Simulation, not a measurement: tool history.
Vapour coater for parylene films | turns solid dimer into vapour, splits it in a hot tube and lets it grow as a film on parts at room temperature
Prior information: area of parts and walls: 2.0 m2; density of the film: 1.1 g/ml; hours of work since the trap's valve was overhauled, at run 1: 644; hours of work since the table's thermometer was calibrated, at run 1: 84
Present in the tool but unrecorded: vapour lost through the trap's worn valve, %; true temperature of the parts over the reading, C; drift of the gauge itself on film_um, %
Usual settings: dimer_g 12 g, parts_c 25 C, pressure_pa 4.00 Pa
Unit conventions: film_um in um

run	hour	dimer_g	parts_c	pressure_pa	hours of work since the trap's valve was overhauled	hours of work since the table's thermometer was calibrated	film_um
1	0.0	12	25	4.00	644	84	3.49
# hour 23.1: trap's valve overhauled
2	27.5	15	25	4.00	4	104	4.22
3	57.0	15	25	7.56	29	129	3.73
# hour 77.2: trap's valve overhauled, once more
4	87.6	12	25	4.00	9	151	4.04
5	108.1	12	25	4.00	26	168	4.06
6	130.3	12	25	4.00	45	187	4.02
7	149.0	12	25	4.00	61	203	4.00
8	163.7	15	25	6.79	73	215	4.66
9	183.8	15	21	3.00	90	232	6.22
10	212.3	15	21	3.00	114	256	6.24
11	225.1	7	25	4.00	125	267	2.32
12	242.3	7	25	4.00	139	281	2.28

Expected results for the next run?
13	268.6	7	27	10.86	161	303	?

{"run 13": {"film_um": 1.78}}
Take away the tool's hidden state, keep the run-to-run variation as it was, and the same run would have given film_um 1.83 um.

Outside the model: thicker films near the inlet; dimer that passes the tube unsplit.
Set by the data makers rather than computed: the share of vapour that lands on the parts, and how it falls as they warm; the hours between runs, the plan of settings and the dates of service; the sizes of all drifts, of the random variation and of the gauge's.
